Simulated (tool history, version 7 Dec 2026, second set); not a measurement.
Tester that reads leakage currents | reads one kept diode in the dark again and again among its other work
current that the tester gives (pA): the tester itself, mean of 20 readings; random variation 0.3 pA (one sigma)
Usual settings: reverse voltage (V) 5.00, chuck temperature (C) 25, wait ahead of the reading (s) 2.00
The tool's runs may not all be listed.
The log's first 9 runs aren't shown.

| run | hour | reverse voltage (V) | chuck temperature (C) | wait ahead of the reading (s) | hours of work since the probe card was cleaned | hours of work since the tester was calibrated | hours of work since the chuck was calibrated | current that the tester gives (pA) |
|---|---|---|---|---|---|---|---|---|
| 10 | 524.6 | 6.40 | 25 | 2.00 | 713 | 419 | 1169 | 111.03 |
| 11 | 597.9 | 18.83 | 25 | 2.00 | 744 | 450 | 1201 | 206.87 |
| 12 | 665.9 | 5.00 | 25 | 1.11 | 774 | 480 | 1230 | 97.61 |
| 13 | 705.8 | 5.00 | 56 | 2.00 | 791 | 497 | 1248 | 690.85 |
| 14 | 754.3 | 1.91 | 25 | 2.00 | 812 | 518 | 1269 | 56.67 |
| 15 | 819.7 | 12.55 | 25 | 2.00 | 841 | 547 | 1297 | 162.95 |
|  | 826.6 | tester calibrated |
| 16 | 876.7 | 12.55 | 25 | 2.00 | 865 | 22 | 1321 | 164.22 |
| 17 | 918.9 | 5.00 | 25 | 2.00 | 883 | 40 | 1339 | 97.28 |
| 18 | 999.8 | 5.00 | 25 | 2.00 | 918 | 75 | 1374 | 96.92 |
| 19 | 1043.7 | 5.00 | 53 | 2.00 | 937 | 94 | 1393 | 575.83 |
| 20 | 1103.0 | 5.00 | 53 | 2.00 | 963 | 120 | 1419 | 575.07 |
|  | 1111.2 | tester calibrated, once more |
| 21 | 1190.0 | 5.00 | 40 | 2.00 | 1000 | 34 | 1456 | 257.24 |
| 22 | 1265.9 | 4.18 | 53 | 9.07 | 1033 | 67 | 1489 | 519.33 |
| 23 | 1312.2 | 4.12 | 25 | 0.48 | 1053 | 87 | 1509 | 89.54 |
| 24 | 1382.2 | 1.80 | 41 | 1.61 | 1083 | 118 | 1540 | 157.31 |
|  | 1424.2 | chuck's temperature calibrated |
| 25 | 1436.6 | 12.46 | 26 | 9.34 | 1106 | 140 | 5 | 192.16 |
| 26 | 1474.2 | 5.00 | 23 | 0.47 | 1122 | 157 | 22 | 97.87 |
| 27 | 1557.6 | 5.00 | 23 | 0.47 | 1158 | 193 | 58 | 97.79 |
| 28 | 1638.3 | 5.00 | 54 | 2.00 | 1194 | 228 | 93 | 659.89 |
| 29 | 1719.2 | 5.00 | 55 | 2.00 | 1229 | 263 | 128 | 696.99 |
| 30 | 1772.9 | 5.00 | 55 | 2.00 | 1252 | 286 | 151 | 693.41 |
| 31 | 1851.2 | 2.23 | 24 | 2.00 | 1286 | 320 | 185 | 64.12 |
| 32 | 1898.7 | 1.09 | 25 | 1.27 | 1307 | 341 | 206 | 46.03 |
| 33 | 1968.2 | 1.27 | 25 | 1.45 | 1337 | 371 | 236 | 50.09 |

The next listed run, before its measurement:
| 34 | 2055.6 | 3.36 | 33 | 3.66 | 1375 | 409 | 274 | ? |

{"run 34": {"current that the tester gives (pA)": 144.11}}
Without the tool's hidden state the same run would have given current that the tester gives (pA) 138.54.
